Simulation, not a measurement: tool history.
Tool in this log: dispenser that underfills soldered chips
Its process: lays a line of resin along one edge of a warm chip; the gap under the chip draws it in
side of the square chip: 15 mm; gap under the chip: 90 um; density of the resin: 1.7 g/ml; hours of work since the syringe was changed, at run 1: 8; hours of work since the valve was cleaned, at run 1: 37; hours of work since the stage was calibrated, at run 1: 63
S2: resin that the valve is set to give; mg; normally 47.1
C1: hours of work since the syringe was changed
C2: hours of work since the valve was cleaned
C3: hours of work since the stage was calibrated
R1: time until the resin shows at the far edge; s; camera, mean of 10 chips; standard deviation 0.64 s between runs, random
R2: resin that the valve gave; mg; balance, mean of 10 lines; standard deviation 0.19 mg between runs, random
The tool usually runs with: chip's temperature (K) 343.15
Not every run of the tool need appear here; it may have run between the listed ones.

{"run": 1, "hour": 0.0, "chip's temperature (K)": 343.15, "S2": 47.1, "C1": 8, "C2": 37, "C3": 63, "R1": 110.8, "R2": 46.25}
{"run": 2, "hour": 2.9, "chip's temperature (K)": 343.15, "S2": 47.1, "C1": 10, "C2": 39, "C3": 65, "R1": 128.8, "R2": 46.15}
{"hour": 5.8, "done": "new syringe of resin"}
{"run": 3, "hour": 6.4, "chip's temperature (K)": 343.15, "S2": 47.1, "C1": 0, "C2": 41, "C3": 67, "R1": 59.6, "R2": 46.45}
{"run": 4, "hour": 9.7, "chip's temperature (K)": 351.15, "S2": 47.1, "C1": 2, "C2": 43, "C3": 69, "R1": 48.8, "R2": 45.85}
{"run": 5, "hour": 14.0, "chip's temperature (K)": 351.15, "S2": 47.1, "C1": 5, "C2": 46, "C3": 72, "R1": 59.9, "R2": 46.08}
{"run": 6, "hour": 18.4, "chip's temperature (K)": 353.15, "S2": 47.1, "C1": 8, "C2": 48, "C3": 74, "R1": 67.7, "R2": 46.17}
{"run": 7, "hour": 21.9, "chip's temperature (K)": 353.15, "S2": 47.1, "C1": 10, "C2": 50, "C3": 76, "R1": 81.4, "R2": 45.99}
{"hour": 25.3, "done": "new syringe of resin"}
{"run": 8, "hour": 25.4, "chip's temperature (K)": 330.15, "S2": 47.1, "C1": 0, "C2": 52, "C3": 78, "R1": 104.7, "R2": 46.04}
{"run": 9, "hour": 29.5, "chip's temperature (K)": 330.15, "S2": 47.1, "C1": 3, "C2": 55, "C3": 81, "R1": 130.9, "R2": 45.84}
{"run": 10, "hour": 33.3, "chip's temperature (K)": 330.15, "S2": 47.9, "C1": 5, "C2": 57, "C3": 83, "R1": 156.0, "R2": 46.56}
{"run": 11, "hour": 36.2, "chip's temperature (K)": 330.15, "S2": 47.9, "C1": 7, "C2": 59, "C3": 85, "R1": 183.7, "R2": 47.1}
{"run": 12, "hour": 38.9, "chip's temperature (K)": 343.15, "S2": 47.1, "C1": 8, "C2": 61, "C3": 87, "R1": 111.8, "R2": 45.63}
{"run": 13, "hour": 42.0, "chip's temperature (K)": 357.15, "S2": 47.1, "C1": 10, "C2": 62, "C3": 88, "R1": 68.6, "R2": 45.7}
{"hour": 44.8, "done": "new syringe of resin"}
{"run": 14, "hour": 46.4, "chip's temperature (K)": 357.15, "S2": 47.1, "C1": 1, "C2": 65, "C3": 91, "R1": 32.7, "R2": 45.72}
{"run": 15, "hour": 51.1, "chip's temperature (K)": 357.15, "S2": 47.1, "C1": 4, "C2": 68, "C3": 94, "R1": 41.3, "R2": 45.6}
{"run": 16, "hour": 54.6, "chip's temperature (K)": 357.15, "S2": 47.1, "C1": 6, "C2": 70, "C3": 96, "R1": 50.4, "R2": 45.64}
{"run": 17, "hour": 56.9, "chip's temperature (K)": 357.15, "S2": 47.1, "C1": 7, "C2": 71, "C3": 97, "R1": 55.6, "R2": 45.34}
{"run": 18, "hour": 61.1, "chip's temperature (K)": 343.15, "S2": 52.1, "C1": 10, "C2": 74, "C3": 100, "R1": 126.7, "R2": 50.25}
{"hour": 64.2, "done": "new syringe of resin"}
{"run": 19, "hour": 65.2, "chip's temperature (K)": 343.15, "S2": 52.1, "C1": 1, "C2": 76, "C3": 102, "R1": 59.8, "R2": 49.97}
{"run": 20, "hour": 67.4, "chip's temperature (K)": 350.15, "S2": 51.1, "C1": 2, "C2": 78, "C3": 104, "R1": 48.2, "R2": 48.93}
{"run": 21, "hour": 69.4, "chip's temperature (K)": 332.15, "S2": 43.9, "C1": 3, "C2": 79, "C3": 105, "R1": 127.6, "R2": 42.21}
{"run": 22, "hour": 73.3, "chip's temperature (K)": 328.15, "S2": 47.1, "C1": 6, "C2": 81, "C3": 107, "R1": 184.0, "R2": 45.4}
{"run": 23, "hour": 77.5, "chip's temperature (K)": 352.15, "S2": 49.3, "C1": 8, "C2": 84, "C3": 110, "R1": 72.7, "R2": 47.52}
{"run": 24, "hour": 79.9, "chip's temperature (K)": 341.15, "S2": 53.0, "C1": 10, "C2": 85, "C3": 111, "R1": 135.6, "R2": 50.63}
{"hour": 83.6, "done": "new syringe of resin"}
{"run": 25, "hour": 84.7, "chip's temperature (K)": 341.15, "S2": 53.0, "C1": 1, "C2": 88, "C3": 114, "R1": 66.3, "R2": 50.99}
{"run": 26, "hour": 88.9, "chip's temperature (K)": 335.15, "S2": 56.7, "C1": 3, "C2": 91, "C3": 117, "R1": 104.9, "R2": 54.35}
{"run": 27, "hour": 91.1, "chip's temperature (K)": 334.15, "S2": 49.9, "C1": 5, "C2": 92, "C3": 118, "R1": 126.3, "R2": 47.58}
{"run": 28, "hour": 95.8, "chip's temperature (K)": 334.15, "S2": 49.9, "C1": 7, "C2": 95, "C3": 121, "R1": 156.1, "R2": 48.05}
{"run": 29, "hour": 100.0, "chip's temperature (K)": 334.15, "S2": 47.9, "C1": 10, "C2": 97, "C3": 123, "R1": 197.1, "R2": 45.9}
{"hour": 102.8, "done": "new syringe of resin"}
{"run": 30, "hour": 105.0, "chip's temperature (K)": 343.15, "S2": 51.1, "C1": 1, "C2": 100, "C3": 126, "R1": 61.9, "R2": 48.77}
{"run": 31, "hour": 107.1, "chip's temperature (K)": 350.15, "S2": 45.0, "C1": 3, "C2": 102, "C3": 128, "R1": 53.4, "R2": 43.07}
{"run": 32, "hour": 111.1, "chip's temperature (K)": 350.15, "S2": 45.0, "C1": 5, "C2": 104, "C3": 130, "R1": 63.7, "R2": 42.84}
{"run": 33, "hour": 114.5, "chip's temperature (K)": 334.15, "S2": 47.1, "C1": 7, "C2": 106, "C3": 132, "R1": 156.0, "R2": 44.76}
{"run": 34, "hour": 118.4, "chip's temperature (K)": 346.15, "S2": 47.1, "C1": 10, "C2": 109, "C3": 134, "R1": 109.2, "R2": 44.94}
{"run": 35, "hour": 121.1, "chip's temperature (K)": 329.15, "S2": 51.0, "C1": 11, "C2": 110, "C3": 136, "R1": 282.9, "R2": 48.4}
{"hour": 122.2, "done": "new syringe of resin"}
{"run": 36, "hour": 125.0, "chip's temperature (K)": 334.15, "S2": 57.3, "C1": 2, "C2": 112, "C3": 138, "R1": 96.8, "R2": 54.31}
{"run": 37, "hour": 128.6, "chip's temperature (K)": 342.15, "S2": 41.4, "C1": 4, "C2": 115, "C3": 141, "R1": 86.9, "R2": 39.22}

The same runs without the tool's hidden state, with the same run-to-run variation:
Unlogged tool condition in this case: resin's viscosity, % of fresh resin's; dose that the valve gives, % of what is set; true chip temperature over the reading, C; drift of the gauge itself on fill_s, %; drift of the gauge itself on given_mg, %.
run=1 R1=56.1 R2=47.00
run=2 R1=56.8 R2=46.94
run=3 R1=56.9 R2=47.28
run=4 R1=39.6 R2=46.72
run=5 R1=39.2 R2=47.01
run=6 R1=35.7 R2=47.15
run=7 R1=36.2 R2=47.02
run=8 R1=104.3 R2=47.12
run=9 R1=105.9 R2=46.97
run=10 R1=104.9 R2=47.76
run=11 R1=107.1 R2=48.35
run=12 R1=56.9 R2=46.89
run=13 R1=29.9 R2=47.00
run=14 R1=29.6 R2=47.07
run=15 R1=29.7 R2=47.02
run=16 R1=30.5 R2=47.10
run=17 R1=30.0 R2=46.83
run=18 R1=55.7 R2=51.96
run=19 R1=56.1 R2=51.73
run=20 R1=40.6 R2=50.69
run=21 R1=96.7 R2=43.76
run=22 R1=115.5 R2=47.11
run=23 R1=37.0 R2=49.38
run=24 R1=61.5 R2=52.65
run=25 R1=62.2 R2=53.09
run=26 R1=79.9 R2=56.65
run=27 R1=86.0 R2=49.63
run=28 R1=84.3 R2=50.19
run=29 R1=86.4 R2=48.00
run=30 R1=54.6 R2=51.08
run=31 R1=42.3 R2=45.13
run=32 R1=41.2 R2=44.95
run=33 R1=85.9 R2=47.02
run=34 R1=49.6 R2=47.26
run=35 R1=112.6 R2=50.93
run=36 R1=83.1 R2=57.22
run=37 R1=61.2 R2=41.36

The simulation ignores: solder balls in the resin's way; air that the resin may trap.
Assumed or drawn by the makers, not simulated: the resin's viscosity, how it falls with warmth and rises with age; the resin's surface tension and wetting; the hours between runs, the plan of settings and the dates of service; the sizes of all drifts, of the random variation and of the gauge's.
